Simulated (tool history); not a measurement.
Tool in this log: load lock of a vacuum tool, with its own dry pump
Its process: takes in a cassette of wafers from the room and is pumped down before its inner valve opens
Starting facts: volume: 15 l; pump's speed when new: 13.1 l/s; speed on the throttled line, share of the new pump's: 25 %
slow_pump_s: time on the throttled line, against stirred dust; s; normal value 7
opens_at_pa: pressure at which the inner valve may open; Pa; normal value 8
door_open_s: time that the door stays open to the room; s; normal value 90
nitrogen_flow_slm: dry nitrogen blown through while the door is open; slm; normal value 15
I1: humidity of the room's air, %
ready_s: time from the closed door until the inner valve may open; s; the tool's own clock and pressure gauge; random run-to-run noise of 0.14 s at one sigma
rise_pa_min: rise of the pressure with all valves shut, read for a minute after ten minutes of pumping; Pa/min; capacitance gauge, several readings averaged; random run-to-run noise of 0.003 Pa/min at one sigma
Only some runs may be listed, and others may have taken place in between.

Run 1, day 0.000: usual settings; I1 52.2. Result: ready_s 15.9 s, rise_pa_min 0.058 Pa/min.
Run 2, day 11.429: usual settings but slow_pump_s 4 s; I1 44.2. Result: ready_s 13.8 s, rise_pa_min 0.051 Pa/min.
Run 3, day 17.458: usual settings but nitrogen_flow_slm 5 slm; I1 44.2. Result: ready_s 16.2 s, rise_pa_min 0.061 Pa/min.
Run 4, day 27.196: usual settings but nitrogen_flow_slm 5 slm; I1 45.8. Result: ready_s 16.2 s, rise_pa_min 0.063 Pa/min.
Run 5, day 33.583: usual settings; I1 44.8. Result: ready_s 16.4 s, rise_pa_min 0.048 Pa/min.
Run 6, day 46.854: usual settings; I1 48.0. Result: ready_s 16.3 s, rise_pa_min 0.051 Pa/min.
Run 7, day 58.908: usual settings; I1 48.5. Result: ready_s 16.4 s, rise_pa_min 0.053 Pa/min.
Run 8, day 70.146: usual settings; I1 46.8. Result: ready_s 16.2 s, rise_pa_min 0.054 Pa/min.
Run 9, day 82.567: usual settings; I1 44.6. Result: ready_s 16.3 s, rise_pa_min 0.050 Pa/min.
Run 10, day 94.350: usual settings but nitrogen_flow_slm 27 slm; I1 44.4. Result: ready_s 16.2 s, rise_pa_min 0.044 Pa/min.
Run 11, day 101.008: usual settings but nitrogen_flow_slm 27 slm; I1 45.0. Result: ready_s 16.3 s, rise_pa_min 0.041 Pa/min.
Run 12, day 113.858: usual settings but nitrogen_flow_slm 27 slm; I1 43.6. Result: ready_s 16.2 s, rise_pa_min 0.047 Pa/min.
Run 13, day 126.404: usual settings but nitrogen_flow_slm 27 slm; I1 47.0. Result: ready_s 16.1 s, rise_pa_min 0.047 Pa/min.
Run 14, day 139.229: usual settings but opens_at_pa 7 Pa, nitrogen_flow_slm 27 slm; I1 46.3. Result: ready_s 16.2 s, rise_pa_min 0.052 Pa/min.
Run 15, day 151.121: usual settings but opens_at_pa 7 Pa, nitrogen_flow_slm 27 slm; I1 41.1. Result: ready_s 16.3 s, rise_pa_min 0.042 Pa/min.
Run 16, day 158.621: usual settings but opens_at_pa 7 Pa, nitrogen_flow_slm 27 slm; I1 44.5. Result: ready_s 16.4 s, rise_pa_min 0.044 Pa/min.
Run 17, day 164.988: usual settings but opens_at_pa 7 Pa, nitrogen_flow_slm 27 slm; I1 46.1. Result: ready_s 16.1 s, rise_pa_min 0.044 Pa/min.
Run 18, day 174.850: usual settings; I1 45.3. Result: ready_s 16.2 s, rise_pa_min 0.056 Pa/min.
Run 19, day 186.842: usual settings; I1 45.8. Result: ready_s 16.2 s, rise_pa_min 0.053 Pa/min.
Run 20, day 197.704: usual settings but slow_pump_s 5 s, opens_at_pa 7 Pa, nitrogen_flow_slm 18 slm; I1 43.3. Result: ready_s 14.8 s, rise_pa_min 0.048 Pa/min.
Run 21, day 204.062: usual settings but slow_pump_s 5 s, opens_at_pa 7 Pa, nitrogen_flow_slm 18 slm; I1 45.4. Result: ready_s 15.0 s, rise_pa_min 0.047 Pa/min.
Run 22, day 217.538: usual settings but slow_pump_s 10 s, door_open_s 61 s, nitrogen_flow_slm 23 slm; I1 38.8. Result: ready_s 18.2 s, rise_pa_min 0.035 Pa/min.
Run 23, day 230.462: usual settings but slow_pump_s 6 s, opens_at_pa 12 Pa, door_open_s 105 s, nitrogen_flow_slm 13 slm; I1 45.2. Result: ready_s 14.9 s, rise_pa_min 0.057 Pa/min.
Run 24, day 242.579: usual settings but slow_pump_s 6 s, opens_at_pa 7 Pa, door_open_s 105 s, nitrogen_flow_slm 17 slm; I1 43.8. Result: ready_s 15.7 s, rise_pa_min 0.054 Pa/min.
Run 25, day 250.946: usual settings but slow_pump_s 6 s, opens_at_pa 7 Pa, door_open_s 105 s, nitrogen_flow_slm 17 slm; I1 45.7. Result: ready_s 15.5 s, rise_pa_min 0.056 Pa/min.
Run 26, day 256.454: usual settings but slow_pump_s 11 s, opens_at_pa 7 Pa, door_open_s 105 s, nitrogen_flow_slm 16 slm; I1 45.3. Result: ready_s 19.3 s, rise_pa_min 0.057 Pa/min.
Run 27, day 263.050: usual settings but slow_pump_s 4 s, opens_at_pa 10 Pa, door_open_s 212 s, nitrogen_flow_slm 7 slm; I1 47.7. Result: ready_s 13.8 s, rise_pa_min 0.083 Pa/min.
Run 28, day 269.575: usual settings but opens_at_pa 15 Pa, nitrogen_flow_slm 30 slm; I1 44.4. Result: ready_s 15.4 s, rise_pa_min 0.040 Pa/min.
Run 29, day 275.612: usual settings but slow_pump_s 8 s, opens_at_pa 7 Pa, door_open_s 220 s, nitrogen_flow_slm 5 slm; I1 47.6. Result: ready_s 17.0 s, rise_pa_min 0.089 Pa/min.
Run 30, day 287.254: usual settings but nitrogen_flow_slm 44 slm; I1 45.3. Result: ready_s 16.1 s, rise_pa_min 0.036 Pa/min.
Run 31, day 295.062: usual settings but nitrogen_flow_slm 44 slm; I1 45.0. Result: ready_s 16.2 s, rise_pa_min 0.036 Pa/min.
Run 32, day 303.796: usual settings but nitrogen_flow_slm 44 slm; I1 45.6. Result: ready_s 16.3 s, rise_pa_min 0.037 Pa/min.
Run 33, day 309.517: usual settings but opens_at_pa 15 Pa, nitrogen_flow_slm 43 slm; I1 42.5. Result: ready_s 15.3 s, rise_pa_min 0.037 Pa/min.
Run 34, day 321.483: usual settings but opens_at_pa 15 Pa, nitrogen_flow_slm 43 slm; I1 43.1. Result: ready_s 15.6 s, rise_pa_min 0.030 Pa/min.
Run 35, day 333.483: usual settings but slow_pump_s 10 s, nitrogen_flow_slm 21 slm; I1 45.6. Result: ready_s 18.4 s, rise_pa_min 0.046 Pa/min.
Run 36, day 340.096: usual settings but slow_pump_s 12 s, door_open_s 27 s, nitrogen_flow_slm 11 slm; I1 42.3. Result: ready_s 20.0 s, rise_pa_min 0.039 Pa/min.
Run 37, day 348.371: usual settings but slow_pump_s 12 s, door_open_s 27 s, nitrogen_flow_slm 11 slm; I1 47.2. Result: ready_s 19.8 s, rise_pa_min 0.039 Pa/min.
Run 38, day 357.571: usual settings but opens_at_pa 13 Pa, door_open_s 236 s, nitrogen_flow_slm 23 slm; I1 42.6. Result: ready_s 15.7 s, rise_pa_min 0.059 Pa/min.

Between the runs listed above, the log contained 1 entry, not reproduced here. Where in the sequence does each belong, and how does what the log doesn't record of the tool's condition differ from the listed run before to the listed run after?
Logged between run 33 and run 34: door's seal changed, seat wiped (day 318.096)
  leak at the door's seal, Pa l/s: 0.0026 -> 0.002
  difference, measured minus the result without the unlogged condition, rise_pa_min: +0.003 -> +0.000 Pa/min

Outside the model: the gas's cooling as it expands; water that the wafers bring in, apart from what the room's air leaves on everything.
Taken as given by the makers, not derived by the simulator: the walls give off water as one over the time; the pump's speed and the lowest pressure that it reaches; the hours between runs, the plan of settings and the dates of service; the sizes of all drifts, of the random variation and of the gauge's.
